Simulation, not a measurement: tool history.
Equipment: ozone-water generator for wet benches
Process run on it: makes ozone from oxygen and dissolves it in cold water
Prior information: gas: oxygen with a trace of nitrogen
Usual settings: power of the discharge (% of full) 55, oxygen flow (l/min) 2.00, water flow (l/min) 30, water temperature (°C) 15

run    hour  power of the discharge (% of full)  oxygen flow (l/min)  water flow (l/min)  water temperature (°C)  dissolved ozone (ppm)  ozone in the gas ahead of the water (g/m3)
  1     0.0                                  55                 2.00                  30                      15                    7.1                                       168.9
  2    29.1                                  55                 2.00                  30                      15                    7.2                                       167.4
  3    80.3                                  55                 2.00                  30                      15                    7.3                                       168.0
  4   119.0                                  55                 2.00                  28                      15                    7.8                                       168.4
  5   165.9                                  55                 2.00                  39                      15                    5.6                                       168.7
  6   220.3                                  55                 2.00                  39                      15                    5.6                                       167.7
  7   270.5                                  55                 2.00                  39                      15                    5.5                                       168.0
  8   334.7                                  55                 2.00                  39                      15                    5.4                                       167.5
  9   402.7                                  55                 2.00                  30                       9                    7.4                                       168.8
 10   453.5                                  55                 2.00                  30                       9                    7.4                                       168.2
 11   511.0                                  55                 2.00                  30                      15                    7.1                                       168.2
 12   577.1                                  55                 2.00                  30                      17                    7.0                                       167.6
 13   619.5                                  55                 2.00                  30                      17                    7.3                                       168.3
 14   660.6                                  55                 2.00                  30                      15                    7.2                                       167.1
 15   723.3                                  55                 1.33                  30                      15                    6.0                                       200.6
 16   752.9                                  55                 1.33                  30                      15                    6.0                                       201.9
 17   815.0                                  55                 1.33                  37                      12                    4.8                                       199.2
 18   872.2                                  55                 1.33                  37                      12                    4.8                                       199.2
 19   919.7                                  60                 1.05                  30                      15                    5.9                                       234.9
 20   990.2                                  67                 2.00                  30                      23                    7.6                                       189.4
 21  1058.7                                  52                 1.66                  30                       8                    6.7                                       176.2
 22  1119.9                                  89                 1.35                  44                       7                    5.4                                       268.8
 23  1187.1                                  97                 1.21                  45                      14                    5.3                                       296.7
 24  1240.1                                  97                 1.21                  45                      14                    5.3                                       295.4
 25  1286.5                                  97                 1.21                  45                      14                    5.1                                       292.7
 26  1340.7                                  52                 1.21                  45                       8                    3.5                                       202.5
 27  1384.7                                  52                 1.21                  45                       8                    3.5                                       201.2
 28  1435.3                                  92                 2.00                  27                      15                   10.6                                       228.1
 29  1482.9                                  54                 2.00                  20                      15                   10.5                                       164.5
 30  1538.0                                  54                 2.00                  20                      15                   10.4                                       163.7

For run 31, what comes out?
 31  1569.5                                  50                 2.00                  23                       9                      ?                                           ?

{"run 31": {"dissolved ozone (ppm)": 9.0, "ozone in the gas ahead of the water (g/m3)": 156.7}}
With the hidden condition absent and the run-to-run variation left alone, this run would have shown dissolved ozone (ppm) 9.7, ozone in the gas ahead of the water (g/m3) 160.9.

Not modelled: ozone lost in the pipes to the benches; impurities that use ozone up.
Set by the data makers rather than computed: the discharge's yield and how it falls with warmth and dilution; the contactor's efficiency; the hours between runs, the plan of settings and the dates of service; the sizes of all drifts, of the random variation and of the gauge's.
